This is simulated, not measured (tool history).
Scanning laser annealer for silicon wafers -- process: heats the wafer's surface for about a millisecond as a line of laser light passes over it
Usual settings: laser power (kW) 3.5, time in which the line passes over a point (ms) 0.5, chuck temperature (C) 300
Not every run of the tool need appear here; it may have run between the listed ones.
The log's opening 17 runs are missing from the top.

run	hour	laser power (kW)	time in which the line passes over a point (ms)	chuck temperature (C)	highest temperature of the surface (C)
18	190.2	3.5	0.5	300	1091
19	197.7	3.259	0.5	300	1034
20	209.1	3.259	0.5	310	1044
21	220	3.563	0.5	308	1112
22	228.3	3.279	0.403	335	990
23	238.6	3.279	0.403	335	990
24	244.4	3.279	0.403	335	989
25	250.2	3.5	0.36	297	954
26	263.3	3.661	0.452	297	1072
27	275.3	3.148	0.5	307	1015
28	286.8	3.602	0.5	303	1112
29	295.4	3.655	0.405	281	1011
30	305.8	3.702	0.493	262	1086
31	317.6	3.614	0.537	298	1143
32	324.5	3.614	0.537	298	1142
33	331.4	3.614	0.537	298	1144
34	340.8	3.135	0.606	327	1112
35	348.7	3.718	0.408	298	1043
36	363	3.328	0.363	326	951
37	370.6	3.328	0.363	326	949
38	376.9	3.165	0.568	314	1076
39	387.2	3.5	0.475	288	1050
40	398.1	3.642	0.606	288	1196

Here are 5 independent what-if runs from the current tool condition. What would each one return?
A	406.7	3.134	0.606	288	?
B	406.7	3.642	0.417	288	?
C	406.7	3.61	0.533	274	?
D	406.7	3.642	0.362	288	?
E	406.7	3.558	0.391	290	?

run	highest temperature of the surface (C)
A	1073
B	1025
C	1113
D	970
E	984
Had the tool no hidden state, the same runs would have come out as:
run	highest temperature of the surface (C)
A	1090
B	1041
C	1131
D	985
E	999
